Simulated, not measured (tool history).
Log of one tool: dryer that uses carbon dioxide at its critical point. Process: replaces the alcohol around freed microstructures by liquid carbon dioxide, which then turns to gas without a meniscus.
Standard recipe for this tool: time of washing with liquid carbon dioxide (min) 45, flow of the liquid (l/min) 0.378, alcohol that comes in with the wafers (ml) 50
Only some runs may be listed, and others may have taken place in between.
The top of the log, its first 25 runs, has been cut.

run     day  time of washing with liquid carbon dioxide (min)  flow of the liquid (l/min)  alcohol that comes in with the wafers (ml)  alcohol left in the vessel before it's heated (ppm by volume)
 26  18.888                                                58                       0.477                                          79                                                             46
 27  19.733                                                35                       0.433                                          50                                                            107
 28  20.629                                                52                       0.411                                          50                                                             53
 29  21.508                                                45                       0.416                                          25                                                             56
 30  22.142                                                45                       0.416                                          25                                                             57
 31  23.004                                                42                       0.369                                          24                                                             68
 32  23.688                                                58                       0.392                                          24                                                             52
 33  24.250                                                58                       0.392                                          24                                                             50
 34  24.992                                                58                       0.392                                          24                                                             50
 35  25.762                                                36                       0.287                                          54                                                            500
 36  26.250                                                36                       0.287                                          54                                                            510
 37  27.317                                                41                       0.306                                          63                                                            264
 38  28.088                                                29                       0.350                                          63                                                            621
 39  28.754                                                29                       0.350                                          63                                                            603
 40  29.262                                                29                       0.350                                          63                                                            631
 41  29.888                                                58                       0.310                                          44                                                             66
 42  30.808                                                45                       0.378                                          49                                                             86

Estimate the outcome of run 43 from the log above:
 43  31.362                                                45                       0.378                                          49                                                              ?

Run 43 measured alcohol left in the vessel before it's heated (ppm by volume) 80.
With the hidden condition absent and the run-to-run variation left alone, this run would have shown alcohol left in the vessel before it's heated (ppm by volume) 24.

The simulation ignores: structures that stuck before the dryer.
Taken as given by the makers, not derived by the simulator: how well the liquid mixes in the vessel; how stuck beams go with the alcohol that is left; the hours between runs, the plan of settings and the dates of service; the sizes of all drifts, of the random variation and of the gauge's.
